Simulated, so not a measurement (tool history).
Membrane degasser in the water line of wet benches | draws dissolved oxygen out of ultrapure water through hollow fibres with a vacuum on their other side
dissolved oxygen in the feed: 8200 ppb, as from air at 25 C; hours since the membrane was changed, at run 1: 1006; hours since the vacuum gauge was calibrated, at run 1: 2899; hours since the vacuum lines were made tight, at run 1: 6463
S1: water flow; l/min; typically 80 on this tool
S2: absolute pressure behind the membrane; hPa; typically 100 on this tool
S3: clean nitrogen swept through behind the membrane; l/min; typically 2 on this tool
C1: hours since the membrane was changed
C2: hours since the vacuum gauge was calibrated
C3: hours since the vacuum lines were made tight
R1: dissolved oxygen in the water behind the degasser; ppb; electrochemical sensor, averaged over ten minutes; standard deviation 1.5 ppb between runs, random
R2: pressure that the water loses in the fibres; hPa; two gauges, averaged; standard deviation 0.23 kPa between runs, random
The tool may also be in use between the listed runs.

{"run": 1, "hour": 0.0, "S1": 80, "S2": 100, "S3": 2, "C1": 1006, "C2": 2899, "C3": 6463, "R1": 535.5, "R2": 595.9}
{"run": 2, "hour": 43.4, "S1": 80, "S2": 113, "S3": 2, "C1": 1049, "C2": 2943, "C3": 6506, "R1": 626.8, "R2": 596.5}
{"run": 3, "hour": 110.4, "S1": 80, "S2": 113, "S3": 2, "C1": 1116, "C2": 3010, "C3": 6573, "R1": 629.3, "R2": 590.7}
{"run": 4, "hour": 186.4, "S1": 80, "S2": 113, "S3": 2, "C1": 1192, "C2": 3086, "C3": 6649, "R1": 633.8, "R2": 596.1}
{"run": 5, "hour": 240.4, "S1": 80, "S2": 100, "S3": 1.59, "C1": 1246, "C2": 3140, "C3": 6703, "R1": 637, "R2": 594.5}
{"run": 6, "hour": 317.3, "S1": 80, "S2": 100, "S3": 1.59, "C1": 1323, "C2": 3217, "C3": 6780, "R1": 637.8, "R2": 596.8}
{"run": 7, "hour": 387.1, "S1": 80, "S2": 100, "S3": 2, "C1": 1393, "C2": 3286, "C3": 6850, "R1": 537.9, "R2": 597.6}
{"run": 8, "hour": 456.4, "S1": 80, "S2": 100, "S3": 2, "C1": 1462, "C2": 3356, "C3": 6919, "R1": 539.8, "R2": 598}
{"run": 9, "hour": 526.2, "S1": 80, "S2": 104, "S3": 2, "C1": 1532, "C2": 3425, "C3": 6989, "R1": 572.3, "R2": 597.2}
{"hour": 533.2, "done": "vacuum gauge calibrated"}
{"run": 10, "hour": 591.0, "S1": 80, "S2": 100, "S3": 1.24, "C1": 1596, "C2": 58, "C3": 7053, "R1": 770.4, "R2": 599.5}
{"run": 11, "hour": 659.8, "S1": 80, "S2": 100, "S3": 1.24, "C1": 1665, "C2": 127, "C3": 7122, "R1": 766.1, "R2": 599.8}
{"run": 12, "hour": 720.6, "S1": 72, "S2": 100, "S3": 2, "C1": 1726, "C2": 187, "C3": 7183, "R1": 507.8, "R2": 540}
{"run": 13, "hour": 784.7, "S1": 72, "S2": 100, "S3": 2, "C1": 1790, "C2": 252, "C3": 7247, "R1": 503.8, "R2": 539.4}
{"run": 14, "hour": 828.8, "S1": 72, "S2": 100, "S3": 2, "C1": 1834, "C2": 296, "C3": 7291, "R1": 506, "R2": 540}
{"hour": 890.3, "done": "seals of the vacuum lines changed"}
{"run": 15, "hour": 908.3, "S1": 72, "S2": 234, "S3": 2, "C1": 1912, "C2": 373, "C3": 18, "R1": 1308.5, "R2": 541.6}
{"run": 16, "hour": 956.9, "S1": 80, "S2": 100, "S3": 5.13, "C1": 1960, "C2": 422, "C3": 67, "R1": 252.9, "R2": 601.9}
{"hour": 977.7, "done": "vacuum gauge calibrated, once more"}
{"run": 17, "hour": 1004.0, "S1": 94, "S2": 214, "S3": 1.41, "C1": 2007, "C2": 26, "C3": 113, "R1": 1789.9, "R2": 705}
{"run": 18, "hour": 1047.4, "S1": 53, "S2": 214, "S3": 1.41, "C1": 2050, "C2": 70, "C3": 157, "R1": 1217.5, "R2": 397}
{"run": 19, "hour": 1089.1, "S1": 53, "S2": 139, "S3": 4.27, "C1": 2092, "C2": 111, "C3": 198, "R1": 298.9, "R2": 397.3}
{"run": 20, "hour": 1155.5, "S1": 65, "S2": 100, "S3": 2, "C1": 2158, "C2": 178, "C3": 265, "R1": 441.8, "R2": 485.8}
{"run": 21, "hour": 1220.6, "S1": 65, "S2": 100, "S3": 2, "C1": 2224, "C2": 243, "C3": 330, "R1": 441.8, "R2": 488.2}
{"run": 22, "hour": 1293.1, "S1": 65, "S2": 100, "S3": 2, "C1": 2296, "C2": 315, "C3": 402, "R1": 440.8, "R2": 487.5}
{"run": 23, "hour": 1352.3, "S1": 65, "S2": 100, "S3": 2, "C1": 2355, "C2": 375, "C3": 462, "R1": 442.5, "R2": 487.6}
{"run": 24, "hour": 1414.7, "S1": 65, "S2": 100, "S3": 2, "C1": 2418, "C2": 437, "C3": 524, "R1": 442.9, "R2": 489.5}
{"run": 25, "hour": 1486.8, "S1": 57, "S2": 61, "S3": 1.34, "C1": 2490, "C2": 509, "C3": 596, "R1": 242.2, "R2": 429.1}
{"run": 26, "hour": 1520.6, "S1": 57, "S2": 61, "S3": 1.34, "C1": 2524, "C2": 543, "C3": 630, "R1": 239.9, "R2": 426.1}
{"run": 27, "hour": 1595.3, "S1": 80, "S2": 64, "S3": 2, "C1": 2598, "C2": 618, "C3": 705, "R1": 256.1, "R2": 610.8}
{"run": 28, "hour": 1665.6, "S1": 54, "S2": 127, "S3": 2.93, "C1": 2669, "C2": 688, "C3": 775, "R1": 382.1, "R2": 406.3}
{"run": 29, "hour": 1697.4, "S1": 51, "S2": 100, "S3": 2, "C1": 2700, "C2": 720, "C3": 807, "R1": 364.6, "R2": 386.1}
{"run": 30, "hour": 1736.6, "S1": 102, "S2": 132, "S3": 3.05, "C1": 2740, "C2": 759, "C3": 846, "R1": 658.4, "R2": 769.8}
{"run": 31, "hour": 1783.9, "S1": 102, "S2": 132, "S3": 3.05, "C1": 2787, "C2": 806, "C3": 893, "R1": 657.7, "R2": 770.1}

Measured result minus the same run's result without the hidden state. Both carry the same run-to-run variation, though not necessarily the same gauge scatter:
Unlogged tool condition in this case: membrane still open, %; true pressure behind the membrane over the reading, kPa; air that leaks in behind the membrane, l/min; drift of the gauge itself on oxygen_ppb, %; drift of the gauge itself on loss_of_pressure_kpa, %.
run=1 R1=+16 R2=+4.6
run=2 R1=+16 R2=+4.8
run=3 R1=+16.5 R2=+5.1
run=4 R1=+17 R2=+5.5
run=5 R1=+19.2 R2=+5.7
run=6 R1=+19.7 R2=+6.1
run=7 R1=+18.3 R2=+6.6
run=8 R1=+18.7 R2=+6.9
run=9 R1=+19 R2=+7.3
run=10 R1=+33.2 R2=+7.6
run=11 R1=+33.5 R2=+7.9
run=12 R1=+25.8 R2=+7.4
run=13 R1=+26 R2=+7.6
run=14 R1=+26.3 R2=+7.9
run=15 R1=+21.3 R2=+8.2
run=16 R1=+13.4 R2=+9.4
run=17 R1=-1.7 R2=+11.2
run=18 R1=-0.7 R2=+6.4
run=19 R1=+0 R2=+6.6
run=20 R1=-0.3 R2=+8.3
run=21 R1=+0 R2=+8.6
run=22 R1=+0.4 R2=+8.8
run=23 R1=+0.7 R2=+9.1
run=24 R1=+0.9 R2=+9.4
run=25 R1=+1.2 R2=+8.5
run=26 R1=+1.5 R2=+8.5
run=27 R1=+2.2 R2=+12.5
run=28 R1=+1.8 R2=+8.6
run=29 R1=+2 R2=+8.3
run=30 R1=+3.3 R2=+16.7
run=31 R1=+3.5 R2=+17

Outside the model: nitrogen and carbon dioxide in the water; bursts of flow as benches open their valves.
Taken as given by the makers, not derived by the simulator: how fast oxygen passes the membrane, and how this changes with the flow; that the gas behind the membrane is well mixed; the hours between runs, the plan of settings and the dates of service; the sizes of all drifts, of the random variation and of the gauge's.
